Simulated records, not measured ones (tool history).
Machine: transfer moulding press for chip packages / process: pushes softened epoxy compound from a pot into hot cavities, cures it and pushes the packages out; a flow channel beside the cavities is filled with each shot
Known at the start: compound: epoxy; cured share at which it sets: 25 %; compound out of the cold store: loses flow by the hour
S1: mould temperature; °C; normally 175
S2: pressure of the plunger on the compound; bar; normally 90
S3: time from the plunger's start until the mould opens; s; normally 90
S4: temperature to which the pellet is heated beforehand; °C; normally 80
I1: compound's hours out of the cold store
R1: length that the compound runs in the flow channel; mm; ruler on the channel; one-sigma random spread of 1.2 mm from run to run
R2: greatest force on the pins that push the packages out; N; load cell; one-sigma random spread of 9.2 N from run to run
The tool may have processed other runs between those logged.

run,day,S1,S2,S3,S4,I1,R1,R2
1,0,175,90,90,80,20,536,741
# day 1.504: cavities cleaned with cleaning compound and waxed
2,2.667,175,90,90,80,27.6,508,647
# day 3.304: plunger's sealing rings changed
3,5.233,175,90,90,80,31.3,504,742
# day 5.617: cavities cleaned with cleaning compound and waxed
4,8.85,175,80.8,90,80,46.7,428,702
# day 9.342: cavities cleaned with cleaning compound and waxed
5,10.671,175,80.8,90,80,35.2,459,607
6,12.942,175,90,90,80,13.7,551,805
# day 13.258: cavities cleaned with cleaning compound and waxed
# day 13.629: plunger's sealing rings changed
7,14.717,175,90,90,80,44.5,465,601
# day 16.967: mould's thermocouples calibrated
# day 17.279: cavities cleaned with cleaning compound and waxed
8,18.188,182,90,90,80,27.9,500,446
# day 21.025: cavities cleaned with cleaning compound and waxed
9,21.417,169,90,90,80,21.4,540,838
# day 23.854: plunger's sealing rings changed
# day 25.071: cavities cleaned with cleaning compound and waxed
10,25.254,169,90,90,80,38.5,491,676
11,27.133,169,90,90,80,44.7,471,1059
# day 28.933: cavities cleaned with cleaning compound and waxed
12,29.758,169,90,90,80,38.4,488,903
# day 32.842: cavities cleaned with cleaning compound and waxed
13,33.112,169,90,90,80,33.3,499,744
# day 34.246: plunger's sealing rings changed
14,35.262,169,90,90,80,23.1,542,1148
# day 36.879: cavities cleaned with cleaning compound and waxed
15,37.388,175,82.7,90,80,41.6,449,516
16,39.708,175,82.7,101,88,42,446,576
# day 40.696: cavities cleaned with cleaning compound and waxed
17,43.25,175,82.7,101,88,21.7,503,585
# day 44.425: plunger's sealing rings changed
# day 44.708: cavities cleaned with cleaning compound and waxed
18,47.246,175,82.7,101,88,38.6,459,578
# day 48.254: mould's thermocouples calibrated
# day 48.521: cavities cleaned with cleaning compound and waxed
19,51.212,175,90,80,80,22.5,525,1011
# day 52.371: cavities cleaned with cleaning compound and waxed
# day 54.712: plunger's sealing rings changed
20,54.992,175,90,80,80,22.6,535,1028
# day 56.296: cavities cleaned with cleaning compound and waxed
21,58.821,175,107.3,90,76,38.3,526,710
# day 60.2: cavities cleaned with cleaning compound and waxed
22,61.396,173,72,90,71,13.5,503,826
23,63.142,171,68.6,70,78,30.5,441,1712
# day 64.25: cavities cleaned with cleaning compound and waxed
# day 64.912: plunger's sealing rings changed
24,67.083,169,103,91,80,35.4,536,1064
# day 68.071: cavities cleaned with cleaning compound and waxed
25,70.288,179,86.9,90,80,47,437,541
# day 71.938: cavities cleaned with cleaning compound and waxed
26,72.688,175,73.4,90,80,32.3,445,543
# day 75.167: plunger's sealing rings changed
# day 75.888: cavities cleaned with cleaning compound and waxed
27,76.775,172,90,75,80,22.5,537,1200

Each row is a separate what-if for the run after 27, all from the same tool condition, not one after another. Results?
A,78.738,175,73.6,72,77,38.5,?,?
B,78.738,175,82.5,90,80,25,?,?
C,78.738,172,107.3,79,72,30.1,?,?

run,R1,R2
A,436,1199
B,498,754
C,555,1292
Take away the tool's hidden state, keep each run's random variation, and the runs would have read:
run,R1,R2
A,441,693
B,505,435
C,563,747

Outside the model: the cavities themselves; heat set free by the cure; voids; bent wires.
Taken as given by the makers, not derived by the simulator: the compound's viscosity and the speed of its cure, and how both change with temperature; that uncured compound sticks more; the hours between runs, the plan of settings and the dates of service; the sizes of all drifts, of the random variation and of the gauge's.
